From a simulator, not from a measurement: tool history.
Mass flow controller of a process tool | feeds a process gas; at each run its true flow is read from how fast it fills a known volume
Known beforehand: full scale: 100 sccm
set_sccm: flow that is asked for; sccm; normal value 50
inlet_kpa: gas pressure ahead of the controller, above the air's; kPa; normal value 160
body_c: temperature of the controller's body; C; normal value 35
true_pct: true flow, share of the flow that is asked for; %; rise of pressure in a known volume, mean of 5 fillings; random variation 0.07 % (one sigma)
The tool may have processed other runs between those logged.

run 1 hour=0.0 | set_sccm=50 inlet_kpa=160 body_c=35 | true_pct=100.71
run 2 hour=267.3 | set_sccm=50 inlet_kpa=160 body_c=35 | true_pct=100.80
run 3 hour=710.4 | set_sccm=50 inlet_kpa=167 body_c=35 | true_pct=100.83
run 4 hour=1016.2 | set_sccm=50 inlet_kpa=167 body_c=35 | true_pct=100.75
run 5 hour=1356.1 | set_sccm=14 inlet_kpa=160 body_c=35 | true_pct=95.39
run 6 hour=1814.1 | set_sccm=14 inlet_kpa=160 body_c=35 | true_pct=95.05
run 7 hour=2272.9 | set_sccm=50 inlet_kpa=160 body_c=35 | true_pct=100.72
run 8 hour=2620.9 | set_sccm=50 inlet_kpa=160 body_c=35 | true_pct=100.57
run 9 hour=3077.6 | set_sccm=58 inlet_kpa=160 body_c=35 | true_pct=100.90
run 10 hour=3273.3 | set_sccm=58 inlet_kpa=160 body_c=35 | true_pct=101.12
run 11 hour=3523.4 | set_sccm=58 inlet_kpa=160 body_c=35 | true_pct=101.10
run 12 hour=3886.8 | set_sccm=58 inlet_kpa=160 body_c=35 | true_pct=101.02
-- hour=4198.8 controller's zero set anew
run 13 hour=4203.6 | set_sccm=58 inlet_kpa=160 body_c=35 | true_pct=100.23
run 14 hour=4661.9 | set_sccm=50 inlet_kpa=160 body_c=35 | true_pct=99.52
run 15 hour=4922.3 | set_sccm=50 inlet_kpa=160 body_c=35 | true_pct=99.67
run 16 hour=5254.0 | set_sccm=37 inlet_kpa=160 body_c=35 | true_pct=97.98
run 17 hour=5692.0 | set_sccm=37 inlet_kpa=160 body_c=35 | true_pct=98.02
run 18 hour=5921.4 | set_sccm=37 inlet_kpa=160 body_c=35 | true_pct=97.97
run 19 hour=6135.9 | set_sccm=37 inlet_kpa=160 body_c=35 | true_pct=97.95
run 20 hour=6469.2 | set_sccm=25 inlet_kpa=160 body_c=35 | true_pct=95.16
-- hour=6834.4 controller's zero set anew, once more
-- hour=6837.4 controller exchanged for a calibrated one
run 21 hour=6938.8 | set_sccm=25 inlet_kpa=160 body_c=35 | true_pct=98.51
run 22 hour=7300.7 | set_sccm=25 inlet_kpa=160 body_c=35 | true_pct=98.35
run 23 hour=7539.5 | set_sccm=11 inlet_kpa=160 body_c=24 | true_pct=96.49
run 24 hour=7849.3 | set_sccm=99 inlet_kpa=183 body_c=34 | true_pct=100.78
run 25 hour=8271.5 | set_sccm=28 inlet_kpa=270 body_c=34 | true_pct=98.87
run 26 hour=8478.4 | set_sccm=18 inlet_kpa=190 body_c=38 | true_pct=97.98
run 27 hour=8696.5 | set_sccm=88 inlet_kpa=254 body_c=30 | true_pct=100.41
run 28 hour=8912.8 | set_sccm=95 inlet_kpa=190 body_c=33 | true_pct=100.60
run 29 hour=9324.3 | set_sccm=95 inlet_kpa=190 body_c=33 | true_pct=100.65
run 30 hour=9627.8 | set_sccm=53 inlet_kpa=160 body_c=35 | true_pct=99.10
run 31 hour=9845.0 | set_sccm=11 inlet_kpa=160 body_c=20 | true_pct=94.29
run 32 hour=10066.9 | set_sccm=11 inlet_kpa=160 body_c=20 | true_pct=93.99
run 33 hour=10437.7 | set_sccm=37 inlet_kpa=151 body_c=24 | true_pct=97.50
run 34 hour=10819.8 | set_sccm=37 inlet_kpa=151 body_c=24 | true_pct=97.44
run 35 hour=11054.3 | set_sccm=81 inlet_kpa=151 body_c=32 | true_pct=99.90
run 36 hour=11272.5 | set_sccm=81 inlet_kpa=151 body_c=32 | true_pct=100.06
run 37 hour=11615.3 | set_sccm=14 inlet_kpa=205 body_c=32 | true_pct=94.94
run 38 hour=11868.5 | set_sccm=50 inlet_kpa=159 body_c=31 | true_pct=98.71
run 39 hour=12294.9 | set_sccm=32 inlet_kpa=160 body_c=35 | true_pct=97.81
run 40 hour=12654.5 | set_sccm=18 inlet_kpa=252 body_c=39 | true_pct=96.27
run 41 hour=12853.7 | set_sccm=12 inlet_kpa=155 body_c=36 | true_pct=93.24
run 42 hour=13305.8 | set_sccm=57 inlet_kpa=264 body_c=22 | true_pct=98.70

A few steps of true_pct between consecutive runs. Split each: what settings, incoming material and random variation would produce without the hidden state, and what is left over for the hidden state, along with gauge scatter present in only one of the two compared results (measured, and without hidden state):
Hidden conditions of the tool in this case: flow at rest that the sensor doesn't see, % of full scale; true flow over the shown one, %; drift of the gauge itself on true_pct, %.
Run 4 -> 5: set_sccm 50 -> 14, inlet_kpa 167 -> 160. true_pct -5.36 %: hidden state -4.46, all else -0.90.
Run 6 -> 7: set_sccm 14 -> 50. true_pct +5.67 %: hidden state +4.69, all else +0.98.
Run 41 -> 42: set_sccm 12 -> 57, inlet_kpa 155 -> 264, body_c 36 -> 22. true_pct +5.46 %: hidden state +4.87, all else +0.59.
